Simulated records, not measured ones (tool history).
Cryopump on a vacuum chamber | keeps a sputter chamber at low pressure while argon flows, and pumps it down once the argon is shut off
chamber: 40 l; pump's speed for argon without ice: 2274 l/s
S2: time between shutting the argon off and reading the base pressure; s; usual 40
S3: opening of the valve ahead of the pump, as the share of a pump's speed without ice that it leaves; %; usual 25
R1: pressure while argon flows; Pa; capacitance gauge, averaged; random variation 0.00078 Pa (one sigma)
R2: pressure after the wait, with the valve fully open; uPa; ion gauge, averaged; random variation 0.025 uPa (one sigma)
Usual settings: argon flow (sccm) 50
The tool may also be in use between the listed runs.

run 1 hour=0 | argon_flow_(sccm)=50 S2=40 S3=25 | R1=0.1495 R2=1.72
run 2 hour=16.3 | argon_flow_(sccm)=50 S2=40 S3=25 | R1=0.1512 R2=1.62
run 3 hour=29.5 | argon_flow_(sccm)=50 S2=40 S3=25 | R1=0.1515 R2=1.73
run 4 hour=51.1 | argon_flow_(sccm)=50 S2=40 S3=25 | R1=0.1518 R2=1.74
run 5 hour=80.3 | argon_flow_(sccm)=50 S2=40 S3=25 | R1=0.1516 R2=1.76
run 6 hour=101.8 | argon_flow_(sccm)=50 S2=40 S3=25 | R1=0.153 R2=1.73
run 7 hour=113.9 | argon_flow_(sccm)=50 S2=40 S3=25 | R1=0.1548 R2=1.78
run 8 hour=138.7 | argon_flow_(sccm)=50 S2=40 S3=25 | R1=0.1537 R2=1.79
run 9 hour=151.8 | argon_flow_(sccm)=57 S2=40 S3=25 | R1=0.1739 R2=1.84
run 10 hour=180.2 | argon_flow_(sccm)=57 S2=40 S3=25 | R1=0.1764 R2=1.83
run 11 hour=193.4 | argon_flow_(sccm)=50 S2=40 S3=25 | R1=0.1538 R2=1.81
run 12 hour=206.6 | argon_flow_(sccm)=50 S2=40 S3=25 | R1=0.1564 R2=1.92
run 13 hour=222.3 | argon_flow_(sccm)=50 S2=40 S3=25 | R1=0.1553 R2=1.91
run 14 hour=247.2 | argon_flow_(sccm)=50 S2=175 S3=25 | R1=0.1567 R2=1.22
run 15 hour=268.4 | argon_flow_(sccm)=22 S2=40 S3=25 | R1=0.0692 R2=1.93
run 16 hour=290.7 | argon_flow_(sccm)=22 S2=40 S3=25 | R1=0.0683 R2=1.92
run 17 hour=307.7 | argon_flow_(sccm)=22 S2=40 S3=25 | R1=0.0681 R2=1.94
run 18 hour=333 | argon_flow_(sccm)=22 S2=40 S3=25 | R1=0.0696 R2=1.95
run 19 hour=345 | argon_flow_(sccm)=24 S2=215 S3=50 | R1=0.0401 R2=1.26
run 20 hour=369.6 | argon_flow_(sccm)=24 S2=215 S3=50 | R1=0.0401 R2=1.35
run 21 hour=384.2 | argon_flow_(sccm)=40 S2=36 S3=29 | R1=0.1109 R2=2.03
run 22 hour=410.5 | argon_flow_(sccm)=40 S2=224 S3=26 | R1=0.1232 R2=1.35
run 23 hour=427.9 | argon_flow_(sccm)=50 S2=69 S3=25 | R1=0.1598 R2=1.59
run 24 hour=441.6 | argon_flow_(sccm)=50 S2=69 S3=25 | R1=0.1605 R2=1.66
run 25 hour=460 | argon_flow_(sccm)=42 S2=40 S3=25 | R1=0.1353 R2=2.05
run 26 hour=487.3 | argon_flow_(sccm)=50 S2=40 S3=55 | R1=0.0804 R2=2.09
run 27 hour=515.5 | argon_flow_(sccm)=71 S2=40 S3=55 | R1=0.1153 R2=2.09
run 28 hour=535.8 | argon_flow_(sccm)=61 S2=82 S3=53 | R1=0.103 R2=1.68
run 29 hour=559 | argon_flow_(sccm)=50 S2=26 S3=24 | R1=0.1702 R2=2.54
run 30 hour=582.7 | argon_flow_(sccm)=50 S2=26 S3=24 | R1=0.1702 R2=2.62
run 31 hour=603.7 | argon_flow_(sccm)=50 S2=274 S3=25 | R1=0.1666 R2=1.54
run 32 hour=618.7 | argon_flow_(sccm)=50 S2=274 S3=25 | R1=0.1657 R2=1.55
run 33 hour=635.4 | argon_flow_(sccm)=83 S2=243 S3=22 | R1=0.3103 R2=1.57
run 34 hour=663.1 | argon_flow_(sccm)=50 S2=40 S3=17 | R1=0.2389 R2=2.24

Some steps in R1 between neighbouring runs. How much of each would the tool show without its hidden state too (settings, what came in, random variation), and how much is left for the hidden state, with any gauge scatter that isn't in both results?
The hidden state here: pump's speed, % of a pump's without ice; cold plate's temperature, K; leak into the chamber, uPa l/s; drift of the gauge itself on working_pa, %; drift of the gauge itself on base_upa, %.
Run 14 -> 15: argon flow (sccm) 50 -> 22, S2 175 -> 40. R1 -0.0875 Pa: hidden state -0.0037, all else -0.0838.
Run 26 -> 27: argon flow (sccm) 50 -> 71. R1 +0.0349 Pa: hidden state +0.0064, all else +0.0285.
Run 32 -> 33: argon flow (sccm) 50 -> 83, S2 274 -> 243, S3 25 -> 22. R1 +0.1446 Pa: hidden state +0.0118, all else +0.1328.
Run 33 -> 34: argon flow (sccm) 83 -> 50, S2 243 -> 40, S3 22 -> 17. R1 -0.0714 Pa: hidden state -0.0103, all else -0.0611.
